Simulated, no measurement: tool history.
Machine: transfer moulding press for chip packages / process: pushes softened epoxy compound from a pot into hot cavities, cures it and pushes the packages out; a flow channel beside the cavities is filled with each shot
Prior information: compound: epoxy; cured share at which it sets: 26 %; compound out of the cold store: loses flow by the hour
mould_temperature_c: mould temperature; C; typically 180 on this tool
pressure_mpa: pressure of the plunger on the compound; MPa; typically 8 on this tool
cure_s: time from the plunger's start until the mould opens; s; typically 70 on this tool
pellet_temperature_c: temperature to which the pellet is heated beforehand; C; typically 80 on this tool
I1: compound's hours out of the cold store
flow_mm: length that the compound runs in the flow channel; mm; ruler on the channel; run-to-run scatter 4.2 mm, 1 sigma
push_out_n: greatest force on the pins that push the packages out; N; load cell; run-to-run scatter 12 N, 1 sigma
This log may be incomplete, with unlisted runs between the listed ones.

run 1 hour=0 | mould_temperature_c=180 pressure_mpa=8 cure_s=70 pellet_temperature_c=80 | I1=16.8 | flow_mm=953 push_out_n=879
run 2 hour=30.2 | mould_temperature_c=180 pressure_mpa=8 cure_s=70 pellet_temperature_c=80 | I1=14.9 | flow_mm=946 push_out_n=1335
-- hour=83.9 cavities cleaned with cleaning compound and waxed
run 3 hour=87.3 | mould_temperature_c=180 pressure_mpa=8 cure_s=70 pellet_temperature_c=80 | I1=38.4 | flow_mm=885 push_out_n=760
run 4 hour=152.8 | mould_temperature_c=180 pressure_mpa=8 cure_s=70 pellet_temperature_c=80 | I1=16 | flow_mm=938 push_out_n=1469
-- hour=179.2 cavities cleaned with cleaning compound and waxed
run 5 hour=208.1 | mould_temperature_c=180 pressure_mpa=8 cure_s=70 pellet_temperature_c=80 | I1=36 | flow_mm=886 push_out_n=1187
run 6 hour=253.6 | mould_temperature_c=180 pressure_mpa=8 cure_s=70 pellet_temperature_c=80 | I1=24 | flow_mm=907 push_out_n=1464
-- hour=273.6 cavities cleaned with cleaning compound and waxed
-- hour=280.6 plunger's sealing rings changed
run 7 hour=314 | mould_temperature_c=180 pressure_mpa=8 cure_s=70 pellet_temperature_c=80 | I1=40.3 | flow_mm=897 push_out_n=1299
-- hour=353 mould's thermocouples calibrated
-- hour=373.9 cavities cleaned with cleaning compound and waxed
run 8 hour=386.5 | mould_temperature_c=180 pressure_mpa=8 cure_s=70 pellet_temperature_c=80 | I1=41.2 | flow_mm=886 push_out_n=834
run 9 hour=441.1 | mould_temperature_c=180 pressure_mpa=8 cure_s=70 pellet_temperature_c=87 | I1=34.9 | flow_mm=903 push_out_n=1270
-- hour=466.6 cavities cleaned with cleaning compound and waxed
run 10 hour=497.8 | mould_temperature_c=180 pressure_mpa=8 cure_s=70 pellet_temperature_c=87 | I1=18.1 | flow_mm=943 push_out_n=1049
run 11 hour=536.3 | mould_temperature_c=180 pressure_mpa=8 cure_s=70 pellet_temperature_c=87 | I1=46 | flow_mm=862 push_out_n=1239
-- hour=560.1 cavities cleaned with cleaning compound and waxed
run 12 hour=603.9 | mould_temperature_c=180 pressure_mpa=8 cure_s=70 pellet_temperature_c=87 | I1=25.3 | flow_mm=914 push_out_n=1173
run 13 hour=633.6 | mould_temperature_c=180 pressure_mpa=8 cure_s=70 pellet_temperature_c=77 | I1=19.6 | flow_mm=910 push_out_n=1363
-- hour=655.4 cavities cleaned with cleaning compound and waxed
-- hour=685 plunger's sealing rings changed
run 14 hour=694.1 | mould_temperature_c=180 pressure_mpa=6.83 cure_s=70 pellet_temperature_c=80 | I1=14 | flow_mm=899 push_out_n=1180
-- hour=750.6 cavities cleaned with cleaning compound and waxed
run 15 hour=751.7 | mould_temperature_c=180 pressure_mpa=6.83 cure_s=70 pellet_temperature_c=80 | I1=42.8 | flow_mm=821 push_out_n=627
run 16 hour=807.7 | mould_temperature_c=175 pressure_mpa=6.83 cure_s=77 pellet_temperature_c=80 | I1=20.6 | flow_mm=892 push_out_n=1520
-- hour=845 cavities cleaned with cleaning compound and waxed
run 17 hour=861.7 | mould_temperature_c=175 pressure_mpa=6.83 cure_s=77 pellet_temperature_c=80 | I1=39.6 | flow_mm=829 push_out_n=1076
run 18 hour=892.1 | mould_temperature_c=175 pressure_mpa=9.82 cure_s=70 pellet_temperature_c=85 | I1=17.1 | flow_mm=1061 push_out_n=1836
-- hour=939.2 cavities cleaned with cleaning compound and waxed
run 19 hour=960 | mould_temperature_c=187 pressure_mpa=7.57 cure_s=64 pellet_temperature_c=81 | I1=38.7 | flow_mm=834 push_out_n=791
run 20 hour=1017.5 | mould_temperature_c=187 pressure_mpa=7.57 cure_s=64 pellet_temperature_c=81 | I1=19.8 | flow_mm=876 push_out_n=1122
-- hour=1035.7 cavities cleaned with cleaning compound and waxed
run 21 hour=1083.2 | mould_temperature_c=177 pressure_mpa=6.14 cure_s=73 pellet_temperature_c=75 | I1=42.2 | flow_mm=758 push_out_n=1481
-- hour=1091.1 plunger's sealing rings changed
-- hour=1133.3 cavities cleaned with cleaning compound and waxed
run 22 hour=1136.4 | mould_temperature_c=180 pressure_mpa=6.08 cure_s=70 pellet_temperature_c=80 | I1=37.4 | flow_mm=789 push_out_n=693
run 23 hour=1204.6 | mould_temperature_c=180 pressure_mpa=6.08 cure_s=70 pellet_temperature_c=80 | I1=17.9 | flow_mm=824 push_out_n=1418
-- hour=1226.6 cavities cleaned with cleaning compound and waxed
run 24 hour=1272.7 | mould_temperature_c=181 pressure_mpa=8 cure_s=60 pellet_temperature_c=89 | I1=12.1 | flow_mm=951 push_out_n=1811
-- hour=1319.5 cavities cleaned with cleaning compound and waxed
run 25 hour=1323.1 | mould_temperature_c=175 pressure_mpa=6.78 cure_s=60 pellet_temperature_c=89 | I1=41 | flow_mm=815 push_out_n=1412
run 26 hour=1356.7 | mould_temperature_c=177 pressure_mpa=6.78 cure_s=60 pellet_temperature_c=89 | I1=36.9 | flow_mm=821 push_out_n=2166
run 27 hour=1408.7 | mould_temperature_c=177 pressure_mpa=6.78 cure_s=60 pellet_temperature_c=89 | I1=19.8 | flow_mm=857 push_out_n=2608

Pick out some run-to-run changes in flow_mm. Of each, how much would a tool without hidden state show as well, from the settings, what came in and chance, and how much is left for the hidden state and any gauge scatter not in both results compared?
What the log doesn't record here: true mould temperature over the reading, C; pressure that reaches the compound, % of what is set; grip of the stained cavities, % over clean ones'; drift of the gauge itself on flow_mm, %; drift of the gauge itself on push_out_n, %.
Run 6 -> 7: cavities cleaned with cleaning compound and waxed, plunger's sealing rings changed. flow_mm -10 mm: hidden state +33, all else -43.
Run 13 -> 14: pressure_mpa 8 -> 6.83, pellet_temperature_c 77 -> 80, cavities cleaned with cleaning compound and waxed, plunger's sealing rings changed. flow_mm -11 mm: hidden state +33, all else -44.
Run 17 -> 18: pressure_mpa 6.83 -> 9.82, cure_s 77 -> 70, pellet_temperature_c 80 -> 85. flow_mm +232 mm: hidden state -7, all else +239.
Run 18 -> 19: mould_temperature_c 175 -> 187, pressure_mpa 9.82 -> 7.57, cure_s 70 -> 64, pellet_temperature_c 85 -> 81, cavities cleaned with cleaning compound and waxed. flow_mm -227 mm: hidden state -2, all else -225.

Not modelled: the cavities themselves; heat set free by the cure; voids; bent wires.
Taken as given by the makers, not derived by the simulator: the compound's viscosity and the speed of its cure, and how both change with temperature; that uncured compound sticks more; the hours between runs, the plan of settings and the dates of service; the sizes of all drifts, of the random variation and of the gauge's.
